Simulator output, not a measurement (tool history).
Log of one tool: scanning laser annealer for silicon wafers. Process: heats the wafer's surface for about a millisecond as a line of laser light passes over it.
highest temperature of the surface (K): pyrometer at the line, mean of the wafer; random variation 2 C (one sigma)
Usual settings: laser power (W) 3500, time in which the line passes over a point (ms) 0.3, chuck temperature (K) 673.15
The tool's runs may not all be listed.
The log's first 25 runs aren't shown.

run	day	laser power (W)	time in which the line passes over a point (ms)	chuck temperature (K)	hours of work since the window was cleaned	hours of work since the power meter was calibrated	hours of work since the optics were aligned	highest temperature of the surface (K)
26	36.462	3461	0.353	639.15	386	1196	384	1523.15
27	38.421	3671	0.266	651.15	419	1230	417	1446.15
28	39.754	3671	0.266	651.15	442	1253	440	1437.15
29	41.842	3421	0.31	640.15	479	1289	477	1446.15
30	44.075	3421	0.31	640.15	517	1328	515	1441.15
31	45.729	3460	0.263	673.15	546	1356	544	1409.15
# day 46.104: window over the wafer cleaned
32	46.958	3671	0.3	673.15	15	1376	564	1558.15
33	47.858	3731	0.264	673.15	30	1392	579	1504.15
34	49.492	3731	0.264	673.15	59	1420	607	1502.15
35	50.538	3151	0.341	638.15	77	1438	626	1455.15
36	51.921	3545	0.351	707.15	101	1462	650	1634.15
37	53.204	3045	0.351	643.15	123	1484	672	1448.15
38	54.629	3670	0.3	708.15	147	1509	696	1578.15
39	56.008	3095	0.26	667.15	171	1533	720	1354.15
40	57.625	3077	0.3	693.15	199	1561	748	1428.15
41	59.508	3077	0.3	693.15	232	1593	781	1429.15
42	60.742	3417	0.325	698.15	253	1615	802	1542.15

Forecast each of these 3 alternatives for the next run:
A	62.683	3417	0.325	696.15	287	1648	836	?
B	62.683	3486	0.353	670.15	287	1648	836	?
C	62.683	3500	0.3	659.15	287	1648	836	?

run	highest temperature of the surface (K)
A	1536.15
B	1563.15
C	1480.15
Without the tool's hidden state the same runs would have given:
run	highest temperature of the surface (K)
A	1564.15
B	1594.15
C	1508.15
